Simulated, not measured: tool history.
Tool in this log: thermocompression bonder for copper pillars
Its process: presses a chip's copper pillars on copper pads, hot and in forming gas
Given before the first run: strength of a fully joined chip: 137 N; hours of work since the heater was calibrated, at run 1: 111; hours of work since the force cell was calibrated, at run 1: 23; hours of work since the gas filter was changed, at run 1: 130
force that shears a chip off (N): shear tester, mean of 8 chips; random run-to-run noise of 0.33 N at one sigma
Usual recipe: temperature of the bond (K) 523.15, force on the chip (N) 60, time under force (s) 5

run,hour,temperature of the bond (K),force on the chip (N),time under force (s),hours of work since the heater was calibrated,hours of work since the force cell was calibrated,hours of work since the gas filter was changed,force that shears a chip off (N)
1,0.0,523.15,60,5,111,23,130,67.9
2,18.4,523.15,60,5,124,35,142,68.2
3,40.8,523.15,60,5,138,50,157,68.2
4,55.0,523.15,60,5,147,59,166,67.8
5,78.8,523.15,58,5,163,75,181,64.9
6,89.7,523.15,60,5,170,82,189,67.3
7,108.2,523.15,60,5,182,94,201,67.5
8,125.1,523.15,60,5,193,105,212,68.0
9,135.8,523.15,47,5,200,112,219,51.2
10,160.0,523.15,47,5,216,128,235,51.2
11,180.9,523.15,47,5,230,141,248,51.5
12,197.3,523.15,47,5,241,152,259,51.0
13,220.9,523.15,60,5,256,168,274,67.3
14,236.2,523.15,60,5,266,178,285,67.0
15,252.0,523.15,60,5,276,188,295,66.4
16,273.5,523.15,60,5,291,202,309,66.1
17,294.3,523.15,78,5,304,216,323,85.4
18,310.7,523.15,78,5,315,226,333,84.3
19,323.8,523.15,78,5,323,235,342,84.8
20,336.0,523.15,60,5,331,243,350,66.0
21,357.0,501.15,39,10,345,257,364,37.3
22,380.7,501.15,39,10,361,272,379,36.9
23,394.1,501.15,39,10,370,281,388,37.1
24,416.5,523.15,89,10,384,296,403,108.8
25,429.6,544.15,60,11,393,304,411,103.0
26,440.4,552.15,79,3,400,311,418,98.4
27,451.0,523.15,70,11,407,318,425,95.0
# hour 461.9: forming gas filter changed
28,472.9,546.15,73,3,421,332,7,90.2
29,492.6,496.15,58,4,434,345,20,39.7
30,512.2,520.15,40,3,446,358,33,32.2
31,527.7,505.15,40,4,457,368,43,28.2
32,549.7,495.15,51,5,471,383,57,35.4
33,568.5,523.15,71,9,483,395,70,93.5
34,587.0,523.15,71,9,495,407,82,93.7
35,598.2,523.15,71,9,503,414,89,93.4
36,622.0,523.15,89,5,518,430,105,95.5
37,633.8,523.15,48,11,526,438,113,69.4
38,645.6,495.15,48,10,534,445,120,43.8
39,656.3,515.15,50,8,541,452,127,57.6

3 ways to go on from here, each from the tool as it stands after run 39. What would each give?
A,667.5,507.15,60,5,548,460,135,?
B,667.5,524.15,37,5,548,460,135,?
C,667.5,539.15,87,10,548,460,135,?

run,force that shears a chip off (N)
A,52.4
B,38.4
C,120.6
Take away the tool's hidden state, keep each run's random variation, and the runs would have read:
run,force that shears a chip off (N)
A,55.3
B,40.5
C,123.5
